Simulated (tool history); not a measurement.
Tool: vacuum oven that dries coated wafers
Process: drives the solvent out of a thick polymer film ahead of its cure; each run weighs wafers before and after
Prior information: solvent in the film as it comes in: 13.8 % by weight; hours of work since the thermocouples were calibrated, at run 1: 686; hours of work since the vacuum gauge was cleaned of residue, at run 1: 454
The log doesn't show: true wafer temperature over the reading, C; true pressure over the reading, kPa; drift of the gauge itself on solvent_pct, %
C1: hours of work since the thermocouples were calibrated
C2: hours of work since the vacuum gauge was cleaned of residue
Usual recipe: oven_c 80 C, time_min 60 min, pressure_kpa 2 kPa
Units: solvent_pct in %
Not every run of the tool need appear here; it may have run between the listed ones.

run 1 hour=0 | oven_c=80 time_min=60 pressure_kpa=2 | C1=686 C2=454 | solvent_pct=3.24
run 2 hour=20.6 | oven_c=80 time_min=60 pressure_kpa=1.11 | C1=699 C2=467 | solvent_pct=2.28
run 3 hour=42.6 | oven_c=80 time_min=60 pressure_kpa=1.11 | C1=714 C2=482 | solvent_pct=2.22
run 4 hour=55.2 | oven_c=80 time_min=60 pressure_kpa=1.68 | C1=722 C2=490 | solvent_pct=2.96
run 5 hour=72.3 | oven_c=80 time_min=60 pressure_kpa=1.68 | C1=733 C2=501 | solvent_pct=2.92
run 6 hour=90.8 | oven_c=80 time_min=60 pressure_kpa=2 | C1=745 C2=513 | solvent_pct=3.35
run 7 hour=101.5 | oven_c=80 time_min=60 pressure_kpa=2 | C1=752 C2=520 | solvent_pct=3.36
run 8 hour=114 | oven_c=80 time_min=60 pressure_kpa=2 | C1=760 C2=528 | solvent_pct=3.39
run 9 hour=133.6 | oven_c=80 time_min=60 pressure_kpa=2 | C1=773 C2=541 | solvent_pct=3.32
run 10 hour=152.7 | oven_c=80 time_min=60 pressure_kpa=2 | C1=785 C2=553 | solvent_pct=3.27
run 11 hour=164.5 | oven_c=80 time_min=68 pressure_kpa=2 | C1=793 C2=561 | solvent_pct=3.25
run 12 hour=175.8 | oven_c=80 time_min=68 pressure_kpa=2 | C1=800 C2=568 | solvent_pct=3.2
run 13 hour=197.2 | oven_c=80 time_min=68 pressure_kpa=2 | C1=814 C2=582 | solvent_pct=3.14
run 14 hour=209.1 | oven_c=80 time_min=68 pressure_kpa=2 | C1=822 C2=590 | solvent_pct=3.16
run 15 hour=230.2 | oven_c=80 time_min=68 pressure_kpa=2 | C1=836 C2=604 | solvent_pct=3.11
run 16 hour=242.9 | oven_c=80 time_min=68 pressure_kpa=5.47 | C1=844 C2=612 | solvent_pct=7.3
run 17 hour=252.7 | oven_c=80 time_min=68 pressure_kpa=5.47 | C1=850 C2=618 | solvent_pct=7.11
run 18 hour=274.7 | oven_c=80 time_min=68 pressure_kpa=5.47 | C1=865 C2=633 | solvent_pct=7.26
run 19 hour=288.5 | oven_c=80 time_min=68 pressure_kpa=5.47 | C1=874 C2=642 | solvent_pct=7.22
run 20 hour=301.8 | oven_c=80 time_min=68 pressure_kpa=5.47 | C1=882 C2=650 | solvent_pct=7.19
run 21 hour=322.5 | oven_c=80 time_min=60 pressure_kpa=6.62 | C1=896 C2=664 | solvent_pct=8.63
run 22 hour=331.8 | oven_c=94 time_min=60 pressure_kpa=2 | C1=902 C2=670 | solvent_pct=1.65
run 23 hour=346.8 | oven_c=80 time_min=60 pressure_kpa=2 | C1=912 C2=679 | solvent_pct=3.51
run 24 hour=363.6 | oven_c=80 time_min=47 pressure_kpa=2 | C1=922 C2=690 | solvent_pct=4.08
run 25 hour=374.5 | oven_c=80 time_min=47 pressure_kpa=2 | C1=930 C2=698 | solvent_pct=4.08
run 26 hour=389.2 | oven_c=80 time_min=47 pressure_kpa=2 | C1=939 C2=707 | solvent_pct=4.02
run 27 hour=400 | oven_c=82 time_min=47 pressure_kpa=7.32 | C1=946 C2=714 | solvent_pct=8.87
run 28 hour=412.8 | oven_c=82 time_min=47 pressure_kpa=7.32 | C1=954 C2=722 | solvent_pct=9.18
run 29 hour=422.5 | oven_c=82 time_min=60 pressure_kpa=4.93 | C1=961 C2=729 | solvent_pct=6.11
run 30 hour=443.7 | oven_c=82 time_min=60 pressure_kpa=5.22 | C1=975 C2=743 | solvent_pct=6.57
run 31 hour=453.6 | oven_c=66 time_min=61 pressure_kpa=2 | C1=981 C2=749 | solvent_pct=8.24
run 32 hour=472.5 | oven_c=85 time_min=60 pressure_kpa=2.56 | C1=993 C2=761 | solvent_pct=3.15
-- hour=476.6 oven's thermocouples calibrated
run 33 hour=490.8 | oven_c=80 time_min=99 pressure_kpa=6.4 | C1=9 C2=772 | solvent_pct=8.32
run 34 hour=506.4 | oven_c=79 time_min=49 pressure_kpa=1.82 | C1=19 C2=782 | solvent_pct=4.24
run 35 hour=523.1 | oven_c=79 time_min=49 pressure_kpa=1.82 | C1=30 C2=793 | solvent_pct=4.3
run 36 hour=544.9 | oven_c=79 time_min=49 pressure_kpa=1.22 | C1=44 C2=807 | solvent_pct=3.56
run 37 hour=561.9 | oven_c=76 time_min=101 pressure_kpa=3.01 | C1=55 C2=818 | solvent_pct=5.34
run 38 hour=576 | oven_c=74 time_min=49 pressure_kpa=2 | C1=65 C2=827 | solvent_pct=6.35
run 39 hour=591.9 | oven_c=70 time_min=60 pressure_kpa=2.15 | C1=75 C2=838 | solvent_pct=7.16
-- hour=612.3 oven's thermocouples calibrated, once more
run 40 hour=614.3 | oven_c=70 time_min=60 pressure_kpa=2.15 | C1=1 C2=851 | solvent_pct=6.04
run 41 hour=625.9 | oven_c=77 time_min=63 pressure_kpa=1.84 | C1=9 C2=858 | solvent_pct=3.43
run 42 hour=635.4 | oven_c=89 time_min=32 pressure_kpa=2 | C1=15 C2=865 | solvent_pct=2.23
run 43 hour=656.4 | oven_c=87 time_min=60 pressure_kpa=1.47 | C1=29 C2=878 | solvent_pct=1.63
run 44 hour=668.2 | oven_c=67 time_min=85 pressure_kpa=4.81 | C1=36 C2=886 | solvent_pct=10.61
run 45 hour=687.8 | oven_c=80 time_min=60 pressure_kpa=4.14 | C1=49 C2=899 | solvent_pct=5.39
run 46 hour=697 | oven_c=80 time_min=47 pressure_kpa=4.14 | C1=55 C2=905 | solvent_pct=5.63
run 47 hour=719.8 | oven_c=92 time_min=60 pressure_kpa=4.14 | C1=70 C2=919 | solvent_pct=3.21

Predict each of these 3 candidate next runs independently; none follows another, all start after run 47:
run A hour=731 | oven_c=86 time_min=74 pressure_kpa=1.3 | C1=77 C2=927 | solvent_pct=?
run B hour=731 | oven_c=80 time_min=60 pressure_kpa=4.59 | C1=77 C2=927 | solvent_pct=?
run C hour=731 | oven_c=81 time_min=60 pressure_kpa=4.14 | C1=77 C2=927 | solvent_pct=?

run=A solvent_pct=1.54
run=B solvent_pct=5.9
run=C solvent_pct=5.05
The same runs, with their run-to-run variation unchanged, on a tool lacking any hidden condition would have given:
run=A solvent_pct=1.17
run=B solvent_pct=5.5
run=C solvent_pct=4.66

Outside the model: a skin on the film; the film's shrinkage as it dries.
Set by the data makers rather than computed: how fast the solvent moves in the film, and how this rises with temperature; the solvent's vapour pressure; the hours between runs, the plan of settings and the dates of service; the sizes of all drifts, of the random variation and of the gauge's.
